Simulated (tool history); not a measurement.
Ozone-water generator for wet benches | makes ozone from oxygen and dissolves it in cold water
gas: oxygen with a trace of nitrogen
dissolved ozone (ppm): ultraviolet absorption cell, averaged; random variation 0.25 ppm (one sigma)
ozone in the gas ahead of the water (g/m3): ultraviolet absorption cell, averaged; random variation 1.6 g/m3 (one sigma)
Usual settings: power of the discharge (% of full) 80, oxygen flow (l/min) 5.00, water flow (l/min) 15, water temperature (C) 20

run     day  power of the discharge (% of full)  oxygen flow (l/min)  water flow (l/min)  water temperature (C)  dissolved ozone (ppm)  ozone in the gas ahead of the water (g/m3)
  1   0.000                                  80                 5.00                  15                     20                   37.3                                       291.8
  2   1.517                                  80                 5.00                  15                     12                   41.8                                       291.4
  3   2.912                                  80                 5.00                  15                     12                   41.9                                       296.2
  4   4.571                                  80                 5.00                  15                     12                   42.3                                       289.2
  5   5.867                                  80                 5.00                  15                     12                   42.0                                       290.1
  6   7.504                                  43                 5.00                  15                     20                   25.8                                       205.2
  7   9.479                                  43                 5.00                  15                     20                   26.0                                       202.3
  8  11.112                                  80                 5.00                  15                     26                   33.7                                       290.3
     11.404  -- contactor cleaned
  9  12.508                                  80                 5.00                  16                     20                   34.4                                       292.6
 10  14.375                                  80                 5.00                  15                     20                   36.1                                       290.8
 11  15.746                                  80                 5.00                  15                     20                   36.7                                       290.4
 12  18.162                                  80                 5.00                  15                     20                   36.3                                       292.1
 13  20.442                                  48                 8.89                  15                     20                   23.7                                       149.2
     21.188  -- contactor cleaned, once more
 14  22.192                                  48                 8.89                  15                     20                   24.4                                       148.1
 15  23.233                                  48                 8.46                  11                     20                   28.4                                       153.7
 16  24.367                                  48                 8.46                  11                     20                   28.8                                       155.5
 17  25.829                                  85                 5.00                  15                     24                   36.0                                       299.3
 18  28.246                                  85                 5.00                  15                     24                   35.7                                       298.4
 19  30.708                                  85                 5.00                  15                     24                   35.8                                       298.9
 20  32.579                                  60                 5.00                  15                     24                   29.2                                       243.0

5 ways to go on from here, each from the tool as it stands after run 20. What would each give?
  A  34.492                                  80                 5.00                  14                     19                      ?                                           ?
  B  34.492                                  80                 3.69                  21                     20                      ?                                           ?
  C  34.492                                  60                 5.08                  23                     26                      ?                                           ?
  D  34.492                                  80                 5.00                  15                     18                      ?                                           ?
  E  34.492                                  60                 5.00                  20                     24                      ?                                           ?

run  dissolved ozone (ppm)  ozone in the gas ahead of the water (g/m3)
  A                   39.2                                       287.5
  B                   29.8                                       349.1
  C                   21.4                                       242.2
  D                   38.4                                       286.4
  E                   24.5                                       242.1
Without the tool's hidden state the same runs would have given:
run  dissolved ozone (ppm)  ozone in the gas ahead of the water (g/m3)
  A                   41.1                                       298.7
  B                   31.3                                       362.6
  C                   22.3                                       250.0
  D                   40.3                                       297.4
  E                   25.5                                       249.9

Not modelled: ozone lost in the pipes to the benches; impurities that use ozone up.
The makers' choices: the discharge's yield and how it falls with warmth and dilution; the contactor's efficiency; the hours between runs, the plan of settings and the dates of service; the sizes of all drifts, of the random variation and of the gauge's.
